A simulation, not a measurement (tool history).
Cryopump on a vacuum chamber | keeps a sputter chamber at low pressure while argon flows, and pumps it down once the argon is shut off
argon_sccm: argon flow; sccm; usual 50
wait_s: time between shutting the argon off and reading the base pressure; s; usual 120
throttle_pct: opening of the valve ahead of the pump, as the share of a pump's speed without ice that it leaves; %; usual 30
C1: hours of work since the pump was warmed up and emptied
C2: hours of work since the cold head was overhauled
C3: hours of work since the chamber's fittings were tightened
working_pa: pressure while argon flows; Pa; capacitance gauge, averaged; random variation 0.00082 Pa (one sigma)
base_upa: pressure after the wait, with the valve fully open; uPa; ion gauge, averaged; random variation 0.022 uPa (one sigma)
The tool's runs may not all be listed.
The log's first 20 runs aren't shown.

Run 21, hour 352.2: usual settings but argon_sccm 61 sccm, wait_s 22 s, throttle_pct 53 %; C1 593; C2 593; C3 2733. Result: working_pa 0.1326 Pa, base_upa 4.24 uPa.
Run 22, hour 367.7: usual settings but argon_sccm 27 sccm, wait_s 25 s, throttle_pct 24 %; C1 601; C2 601; C3 2741. Result: working_pa 0.1201 Pa, base_upa 3.66 uPa.
Run 23, hour 377.8: usual settings but argon_sccm 28 sccm, wait_s 112 s, throttle_pct 21 %; C1 607; C2 607; C3 2746. Result: working_pa 0.1387 Pa, base_upa 1.85 uPa.
Run 24, hour 396.4: usual settings but argon_sccm 41 sccm, wait_s 43 s, throttle_pct 49 %; C1 617; C2 617; C3 2756. Result: working_pa 0.0973 Pa, base_upa 2.73 uPa.
Run 25, hour 410: usual settings but argon_sccm 41 sccm, wait_s 43 s, throttle_pct 49 %; C1 624; C2 624; C3 2763. Result: working_pa 0.0971 Pa, base_upa 2.75 uPa.
Run 26, hour 427.2: usual settings but argon_sccm 63 sccm, throttle_pct 17 %; C1 633; C2 633; C3 2772. Result: working_pa 0.3839 Pa, base_upa 1.85 uPa.
Run 27, hour 438.5: usual settings but argon_sccm 22 sccm, wait_s 293 s, throttle_pct 59 %; C1 639; C2 639; C3 2778. Result: working_pa 0.0447 Pa, base_upa 1.58 uPa.
Run 28, hour 460.2: usual settings but argon_sccm 49 sccm, wait_s 64 s, throttle_pct 59 %; C1 650; C2 650; C3 2790. Result: working_pa 0.1001 Pa, base_upa 2.31 uPa.
Run 29, hour 476.2: usual settings but argon_sccm 49 sccm, wait_s 64 s, throttle_pct 59 %; C1 659; C2 659; C3 2798. Result: working_pa 0.1004 Pa, base_upa 2.38 uPa.
Run 30, hour 491.8: usual settings but argon_sccm 31 sccm, wait_s 40 s, throttle_pct 26 %; C1 667; C2 667; C3 2807. Result: working_pa 0.128 Pa, base_upa 2.87 uPa.
Run 31, hour 506.9: usual settings but argon_sccm 31 sccm, wait_s 40 s, throttle_pct 26 %; C1 675; C2 675; C3 2815. Result: working_pa 0.1273 Pa, base_upa 2.82 uPa.
Run 32, hour 527.2: usual settings but throttle_pct 19 %; C1 686; C2 686; C3 2826. Result: working_pa 0.2763 Pa, base_upa 1.91 uPa.

3 ways to go on from here, each from the tool as it stands after run 32. What would each give?
Run A, hour 537.4: usual settings but argon_sccm 43 sccm, throttle_pct 17 %; C1 691; C2 691; C3 2831. Result: working_pa ?, base_upa ?.
Run B, hour 537.4: usual settings but argon_sccm 70 sccm, wait_s 70 s, throttle_pct 22 %; C1 691; C2 691; C3 2831. Result: working_pa ?, base_upa ?.
Run C, hour 537.4: usual settings but argon_sccm 74 sccm, wait_s 253 s, throttle_pct 21 %; C1 691; C2 691; C3 2831. Result: working_pa ?, base_upa ?.

run  working_pa  base_upa
  A       0.265      1.88
  B      0.3378      2.31
  C      0.3737      1.66
Without the tool's hidden state the same runs would have given:
run  working_pa  base_upa
  A      0.2465      0.66
  B       0.308      1.07
  C      0.3422      0.41
